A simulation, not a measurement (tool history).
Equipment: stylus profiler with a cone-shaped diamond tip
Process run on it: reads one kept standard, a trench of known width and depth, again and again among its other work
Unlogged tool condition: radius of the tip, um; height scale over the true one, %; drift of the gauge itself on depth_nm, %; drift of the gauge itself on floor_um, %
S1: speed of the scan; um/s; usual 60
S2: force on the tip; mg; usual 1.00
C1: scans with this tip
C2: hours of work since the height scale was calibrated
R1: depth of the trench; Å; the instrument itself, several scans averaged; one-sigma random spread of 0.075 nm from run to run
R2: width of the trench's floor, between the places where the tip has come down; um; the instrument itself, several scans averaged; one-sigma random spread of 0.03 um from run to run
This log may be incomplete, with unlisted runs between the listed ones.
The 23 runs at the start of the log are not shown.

{"run": 24, "hour": 540.8, "S1": 60, "S2": 1.0, "C1": 1753, "C2": 130, "R1": 5026.2, "R2": 46.61}
{"run": 25, "hour": 553.9, "S1": 179, "S2": 1.0, "C1": 1866, "C2": 138, "R1": 5027.8, "R2": 45.53}
{"run": 26, "hour": 572.4, "S1": 16, "S2": 0.55, "C1": 2026, "C2": 150, "R1": 5018.3, "R2": 46.94}
{"run": 27, "hour": 599.6, "S1": 23, "S2": 0.34, "C1": 2260, "C2": 167, "R1": 5014.3, "R2": 46.7}
{"run": 28, "hour": 630.1, "S1": 84, "S2": 0.53, "C1": 2524, "C2": 187, "R1": 5018.8, "R2": 46.04}
{"run": 29, "hour": 649.7, "S1": 233, "S2": 0.53, "C1": 2694, "C2": 200, "R1": 5018.3, "R2": 44.29}
{"run": 30, "hour": 671.9, "S1": 169, "S2": 2.78, "C1": 2885, "C2": 214, "R1": 5049.4, "R2": 46.16}
{"run": 31, "hour": 692.5, "S1": 169, "S2": 2.78, "C1": 3063, "C2": 227, "R1": 5051.5, "R2": 46.14}
{"run": 32, "hour": 718.2, "S1": 169, "S2": 2.78, "C1": 3285, "C2": 243, "R1": 5051.0, "R2": 46.13}
{"run": 33, "hour": 737.1, "S1": 85, "S2": 1.83, "C1": 3448, "C2": 255, "R1": 5039.1, "R2": 46.38}
{"run": 34, "hour": 751.3, "S1": 158, "S2": 0.38, "C1": 3571, "C2": 265, "R1": 5016.4, "R2": 44.69}
{"run": 35, "hour": 769.3, "S1": 158, "S2": 0.38, "C1": 3726, "C2": 276, "R1": 5017.2, "R2": 44.65}
{"run": 36, "hour": 801.3, "S1": 51, "S2": 0.45, "C1": 4002, "C2": 297, "R1": 5017.9, "R2": 46.32}
{"run": 37, "hour": 829.9, "S1": 75, "S2": 1.0, "C1": 4250, "C2": 315, "R1": 5027.6, "R2": 46.21}
{"run": 38, "hour": 857.5, "S1": 75, "S2": 1.0, "C1": 4488, "C2": 333, "R1": 5029.5, "R2": 46.23}
{"run": 39, "hour": 882.0, "S1": 75, "S2": 1.0, "C1": 4700, "C2": 348, "R1": 5029.1, "R2": 46.22}
{"run": 40, "hour": 898.7, "S1": 66, "S2": 1.64, "C1": 4844, "C2": 359, "R1": 5038.4, "R2": 46.4}
{"run": 41, "hour": 912.6, "S1": 43, "S2": 0.81, "C1": 4964, "C2": 368, "R1": 5024.6, "R2": 46.39}
{"run": 42, "hour": 943.5, "S1": 42, "S2": 1.71, "C1": 5231, "C2": 388, "R1": 5039.5, "R2": 46.48}
{"run": 43, "hour": 961.5, "S1": 125, "S2": 1.79, "C1": 5386, "C2": 399, "R1": 5039.6, "R2": 45.92}
{"run": 44, "hour": 982.5, "S1": 45, "S2": 1.44, "C1": 5567, "C2": 412, "R1": 5036.0, "R2": 46.47}
{"run": 45, "hour": 1001.0, "S1": 22, "S2": 2.33, "C1": 5727, "C2": 424, "R1": 5046.5, "R2": 46.63}
{"run": 46, "hour": 1030.6, "S1": 60, "S2": 2.06, "C1": 5982, "C2": 443, "R1": 5045.2, "R2": 46.39}
{"run": 47, "hour": 1046.3, "S1": 60, "S2": 2.06, "C1": 6118, "C2": 453, "R1": 5044.5, "R2": 46.33}

Each row is a separate what-if for the run after 47, all from the same tool condition, not one after another. Results?
{"run": "A", "hour": 1059.1, "S1": 28, "S2": 0.97, "C1": 6229, "C2": 462, "R1": "?", "R2": "?"}
{"run": "B", "hour": 1059.1, "S1": 46, "S2": 2.06, "C1": 6229, "C2": 462, "R1": "?", "R2": "?"}
{"run": "C", "hour": 1059.1, "S1": 32, "S2": 2.28, "C1": 6229, "C2": 462, "R1": "?", "R2": "?"}

run=A R1=5029.4 R2=46.41
run=B R1=5043.1 R2=46.36
run=C R1=5046.6 R2=46.50
Stripped of hidden state, with their random variation kept, the same runs would have yielded:
run=A R1=5023.2 R2=47.06
run=B R1=5036.8 R2=47.02
run=C R1=5040.3 R2=47.15
